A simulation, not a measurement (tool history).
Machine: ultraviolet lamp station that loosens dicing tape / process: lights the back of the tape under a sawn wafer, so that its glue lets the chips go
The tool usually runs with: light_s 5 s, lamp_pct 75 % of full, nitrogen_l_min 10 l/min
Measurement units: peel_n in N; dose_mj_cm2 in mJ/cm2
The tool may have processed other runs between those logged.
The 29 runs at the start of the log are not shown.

run,hour,light_s,lamp_pct,nitrogen_l_min,hours of work of the lamp,hours of work since the window was cleaned,peel_n,dose_mj_cm2
30,176.8,3,75,10,105,39,1.654,218
31,183.9,5,95,19,109,43,0.313,464
32,189.4,7,62,10,112,46,0.473,422
33,195.7,7,62,10,115,50,0.471,420
34,203.4,5,78,7,119,54,0.694,384
35,210.7,5,62,17,123,58,0.768,303
36,218,5,62,17,127,62,0.778,298
37,224.3,5,62,17,130,65,0.787,303
38,228.3,3,93,5,133,67,1.508,272

Alternative continuations, all from the tool just after run 38; predict every row:
A,233.6,5,88,14,135,70,?,?
B,233.6,5,75,15,135,70,?,?
C,233.6,9,64,20,135,70,?,?

run,peel_n,dose_mj_cm2
A,0.414,428
B,0.546,361
C,0.239,559
With the hidden condition removed and each run's random variation left untouched, the same runs would have given:
run,peel_n,dose_mj_cm2
A,0.413,428
B,0.545,361
C,0.239,560
